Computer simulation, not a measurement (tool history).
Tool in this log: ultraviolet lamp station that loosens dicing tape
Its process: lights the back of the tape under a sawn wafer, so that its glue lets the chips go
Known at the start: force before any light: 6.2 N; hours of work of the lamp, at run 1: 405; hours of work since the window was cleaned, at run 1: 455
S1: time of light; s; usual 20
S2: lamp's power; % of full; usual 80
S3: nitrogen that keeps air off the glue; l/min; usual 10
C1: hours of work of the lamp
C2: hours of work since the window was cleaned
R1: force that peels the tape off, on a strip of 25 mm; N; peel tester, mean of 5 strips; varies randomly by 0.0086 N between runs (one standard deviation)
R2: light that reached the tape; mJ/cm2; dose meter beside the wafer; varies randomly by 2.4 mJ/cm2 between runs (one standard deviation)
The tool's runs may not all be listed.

run,hour,S1,S2,S3,C1,C2,R1,R2
1,0.0,20,80,10,405,455,0.429,218
2,14.3,20,80,10,411,461,0.480,211
3,28.8,20,80,10,418,468,0.440,214
4,44.9,20,80,10,425,475,0.459,216
5,66.5,12,80,10,434,484,1.055,130
6,78.9,12,80,8,440,490,1.212,127
7,103.4,20,80,10,450,500,0.490,211
8,126.1,20,80,10,460,510,0.483,207
# hour 128.7: window cleaned of glue's vapour
9,143.6,20,80,10,468,7,0.473,200
10,159.4,20,80,10,475,13,0.462,205
11,179.2,20,79,9,483,22,0.546,201
12,190.5,16,92,6,488,27,0.723,189
13,212.5,20,80,3,498,37,0.941,203
14,229.8,11,97,10,506,44,0.995,128
15,248.3,35,87,18,514,52,0.252,379

Here are 5 independent what-if runs from the current tool condition. What would each one return?
# hour 259.6: window cleaned of glue's vapour, once more
A,264.4,23,74,15,521,2,?,?
# hour 259.6: window cleaned of glue's vapour, once more
B,264.4,12,87,3,521,2,?,?
# hour 259.6: window cleaned of glue's vapour, once more
C,264.4,20,80,7,521,2,?,?
# hour 259.6: window cleaned of glue's vapour, once more
D,264.4,28,68,4,521,2,?,?
# hour 259.6: window cleaned of glue's vapour, once more
E,264.4,13,60,5,521,2,?,?

run,R1,R2
A,0.342,250
B,1.404,154
C,0.468,237
D,0.469,280
E,1.612,116
With the hidden condition removed and each run's random variation left untouched, the same runs would have given:
run,R1,R2
A,0.311,279
B,1.205,171
C,0.400,264
D,0.403,312
E,1.402,129
